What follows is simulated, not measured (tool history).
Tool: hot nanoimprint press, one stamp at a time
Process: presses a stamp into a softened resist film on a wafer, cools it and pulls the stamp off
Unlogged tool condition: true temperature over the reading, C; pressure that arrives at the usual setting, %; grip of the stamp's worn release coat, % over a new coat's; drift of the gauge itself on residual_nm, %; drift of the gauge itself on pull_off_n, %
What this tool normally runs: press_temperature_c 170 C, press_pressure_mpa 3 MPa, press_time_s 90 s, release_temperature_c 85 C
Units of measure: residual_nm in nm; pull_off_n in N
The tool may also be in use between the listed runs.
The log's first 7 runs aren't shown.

run	hour	press_temperature_c	press_pressure_mpa	press_time_s	release_temperature_c	hours of work since the thermocouple was calibrated	imprints on the stamp's release coat	hours of work since the press's seals were changed	residual_nm	pull_off_n
8	79.1	170	4.76	90	85	457	1138	224	72.5	112
9	87.1	170	4.76	90	85	462	1170	229	74	115
10	101.7	170	4.76	90	85	470	1227	237	73.5	112
11	113.2	170	4.76	90	85	476	1272	243	73.7	115
12	124.3	170	4.76	90	85	482	1315	249	73.2	115
13	132.1	170	3	176	85	486	1346	253	72.6	114
14	146.3	170	3	90	82	494	1401	261	94.5	119
15	161.1	170	3	90	85	501	1459	269	93.1	119
16	168.9	170	3	90	85	506	1489	273	93.3	120
17	176.4	181	3	90	72	510	1519	277	59.9	148
18	190	170	4.39	67	81	517	1572	284	85.9	125
19	204.6	164	3	162	85	525	1629	292	99.4	117
# hour 219.1: plate thermocouple calibrated
20	220.3	164	3	162	85	1	1678	299	111.4	127
21	232.7	164	3	162	85	7	1727	305	110.7	125
22	242.6	164	3	162	85	13	1766	311	110.5	120
23	249.8	164	2.41	92	85	17	1794	315	147.6	124
24	262.5	167	1.97	63	85	23	1844	322	158.8	127
25	275.9	167	1.97	63	85	31	1896	329	160.2	131
26	286.7	167	1.97	63	85	36	1938	334	159.4	130
27	293.3	176	2.74	157	92	40	1964	338	66.5	112
28	306.7	180	2.33	157	92	47	2016	345	60.8	108
29	321.8	180	2.33	157	92	55	2075	353	61.9	113
30	330	180	2.33	157	73	60	2107	358	61	166
31	339.8	158	3.1	54	85	65	2146	363	190	130

3 ways to go on from here, each from the tool as it stands after run 31. What would each give?
A	349.3	168	3.93	54	93	70	2183	368	?	?
B	349.3	175	2.09	54	76	70	2183	368	?	?
C	349.3	173	3	90	85	70	2183	368	?	?

run	residual_nm	pull_off_n
A	117.6	112
B	118.9	155
C	89.5	130
Without the tool's hidden state the same runs would have given:
run	residual_nm	pull_off_n
A	117.4	85
B	119.2	119
C	89.5	99

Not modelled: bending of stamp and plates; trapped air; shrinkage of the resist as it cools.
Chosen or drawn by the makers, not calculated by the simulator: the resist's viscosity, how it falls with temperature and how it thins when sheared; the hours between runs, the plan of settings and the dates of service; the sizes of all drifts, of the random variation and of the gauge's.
